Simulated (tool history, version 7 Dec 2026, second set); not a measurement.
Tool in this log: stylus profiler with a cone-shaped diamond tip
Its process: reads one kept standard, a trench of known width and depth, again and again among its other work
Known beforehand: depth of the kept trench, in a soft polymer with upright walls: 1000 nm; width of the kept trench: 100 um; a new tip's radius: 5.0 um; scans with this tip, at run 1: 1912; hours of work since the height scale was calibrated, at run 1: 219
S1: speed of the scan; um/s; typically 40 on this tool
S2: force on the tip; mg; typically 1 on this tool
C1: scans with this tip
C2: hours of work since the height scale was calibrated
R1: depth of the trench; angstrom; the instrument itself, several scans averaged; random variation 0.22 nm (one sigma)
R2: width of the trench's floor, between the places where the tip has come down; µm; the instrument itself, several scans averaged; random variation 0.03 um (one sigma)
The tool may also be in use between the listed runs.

run 1 hour=0 | S1=40 S2=1 | C1=1912 C2=219 | R1=10071 R2=93.61
run 2 hour=93.4 | S1=40 S2=1 | C1=2562 C2=293 | R1=10071.8 R2=93.55
run 3 hour=198.3 | S1=40 S2=1 | C1=3291 C2=377 | R1=10075.9 R2=93.31
run 4 hour=293.4 | S1=40 S2=1 | C1=3953 C2=453 | R1=10082.3 R2=93.3
run 5 hour=354.1 | S1=40 S2=0.58 | C1=4375 C2=501 | R1=10066.6 R2=93.19
run 6 hour=428.3 | S1=40 S2=0.63 | C1=4891 C2=560 | R1=10072.1 R2=93.13
run 7 hour=478.1 | S1=40 S2=1.01 | C1=5237 C2=600 | R1=10090.6 R2=93.09
run 8 hour=538.1 | S1=112 S2=1 | C1=5655 C2=648 | R1=10092.2 R2=92.71
run 9 hour=650.2 | S1=112 S2=1 | C1=6435 C2=737 | R1=10093.6 R2=92.69
run 10 hour=726.9 | S1=112 S2=1 | C1=6969 C2=798 | R1=10099.7 R2=92.55
run 11 hour=839.8 | S1=112 S2=1 | C1=7754 C2=888 | R1=10100.3 R2=92.52
run 12 hour=902.5 | S1=112 S2=1 | C1=8190 C2=938 | R1=10107.8 R2=92.36
run 13 hour=990.5 | S1=112 S2=1 | C1=8802 C2=1008 | R1=10107.4 R2=92.3
run 14 hour=1083.7 | S1=112 S2=1 | C1=9450 C2=1083 | R1=10112.3 R2=92.2
run 15 hour=1165.7 | S1=112 S2=1 | C1=10021 C2=1148 | R1=10118.1 R2=92.1
run 16 hour=1259.6 | S1=112 S2=1.65 | C1=10675 C2=1223 | R1=10142.2 R2=92.15
run 17 hour=1366.1 | S1=40 S2=1 | C1=11415 C2=1308 | R1=10125.3 R2=92.22
run 18 hour=1421.4 | S1=40 S2=1 | C1=11800 C2=1352 | R1=10124.5 R2=92.12
run 19 hour=1472.3 | S1=40 S2=1 | C1=12154 C2=1392 | R1=10130.1 R2=92.11
-- hour=1558.4 height scale calibrated on a step standard
run 20 hour=1566.8 | S1=10 S2=1 | C1=12808 C2=7 | R1=10162.9 R2=92.11
run 21 hour=1618.3 | S1=10 S2=1 | C1=13166 C2=48 | R1=10161.7 R2=92.09
run 22 hour=1697.4 | S1=10 S2=1 | C1=13716 C2=111 | R1=10169.9 R2=92.07
-- hour=1726.8 height scale calibrated on a step standard, once more
run 23 hour=1798.9 | S1=62 S2=1.16 | C1=14419 C2=57 | R1=10072.2 R2=91.76
run 24 hour=1898 | S1=62 S2=1.16 | C1=15109 C2=136 | R1=10071.2 R2=91.65
run 25 hour=1969.2 | S1=14 S2=1.78 | C1=15604 C2=193 | R1=10100.2 R2=91.79
run 26 hour=2050.9 | S1=39 S2=2.54 | C1=16173 C2=258 | R1=10125 R2=91.64
run 27 hour=2096.6 | S1=84 S2=1.36 | C1=16490 C2=295 | R1=10084.5 R2=91.46
run 28 hour=2205 | S1=41 S2=1.69 | C1=17244 C2=381 | R1=10100.9 R2=91.5
run 29 hour=2304.8 | S1=44 S2=1.17 | C1=17938 C2=461 | R1=10088.6 R2=91.38
run 30 hour=2373.2 | S1=52 S2=0.45 | C1=18415 C2=515 | R1=10059.7 R2=91.2
run 31 hour=2480.4 | S1=93 S2=1.4 | C1=19160 C2=601 | R1=10106.3 R2=91.14
run 32 hour=2558.7 | S1=10 S2=1.35 | C1=19705 C2=663 | R1=10109.1 R2=91.27
-- hour=2628.5 new tip fitted, height scale calibrated
run 33 hour=2659.3 | S1=10 S2=1.35 | C1=215 C2=25 | R1=10081.2 R2=93.84
run 34 hour=2766.7 | S1=40 S2=0.98 | C1=962 C2=110 | R1=10065.3 R2=93.62
run 35 hour=2829.2 | S1=11 S2=1.97 | C1=1397 C2=160 | R1=10106.1 R2=93.66
run 36 hour=2930.8 | S1=11 S2=0.68 | C1=2104 C2=241 | R1=10063.6 R2=93.58
run 37 hour=3043.1 | S1=11 S2=0.68 | C1=2885 C2=330 | R1=10065.6 R2=93.39
run 38 hour=3114.9 | S1=11 S2=0.68 | C1=3384 C2=388 | R1=10071.1 R2=93.35
run 39 hour=3196.7 | S1=11 S2=0.68 | C1=3953 C2=453 | R1=10071.1 R2=93.24
run 40 hour=3304.9 | S1=20 S2=0.62 | C1=4706 C2=539 | R1=10074.8 R2=93.06
run 41 hour=3351.1 | S1=120 S2=1 | C1=5027 C2=576 | R1=10090.1 R2=92.65
run 42 hour=3446.6 | S1=120 S2=1 | C1=5692 C2=652 | R1=10095.6 R2=92.59
run 43 hour=3557.8 | S1=27 S2=1 | C1=6465 C2=741 | R1=10096.2 R2=92.8
run 44 hour=3603.8 | S1=16 S2=2.64 | C1=6785 C2=777 | R1=10157.2 R2=92.84

Some steps in R1 between neighbouring runs. How much of each would the tool show without its hidden state too (settings, what came in, random variation), and how much is left for the hidden state, with any gauge scatter that isn't in both results?
The tool's hidden condition here consists of: radius of the tip, um; height scale over the true one, %; drift of the gauge itself on depth_nm, %; drift of the gauge itself on floor_um, %.
Run 19 -> 20: S1 40 -> 10, height scale calibrated on a step standard. R1 +32.8 angstrom: hidden state +34.6, all else -1.8.
Run 22 -> 23: S1 10 -> 62, S2 1 -> 1.16, height scale calibrated on a step standard, once more. R1 -97.7 angstrom: hidden state -104.2, all else +6.5.
Run 30 -> 31: S1 52 -> 93, S2 0.45 -> 1.4. R1 +46.6 angstrom: hidden state +4.5, all else +42.1.
Run 32 -> 33: new tip fitted, height scale calibrated. R1 -27.9 angstrom: hidden state -29.4, all else +1.5.
Run 43 -> 44: S1 27 -> 16, S2 1 -> 2.64. R1 +61 angstrom: hidden state +2, all else +59.

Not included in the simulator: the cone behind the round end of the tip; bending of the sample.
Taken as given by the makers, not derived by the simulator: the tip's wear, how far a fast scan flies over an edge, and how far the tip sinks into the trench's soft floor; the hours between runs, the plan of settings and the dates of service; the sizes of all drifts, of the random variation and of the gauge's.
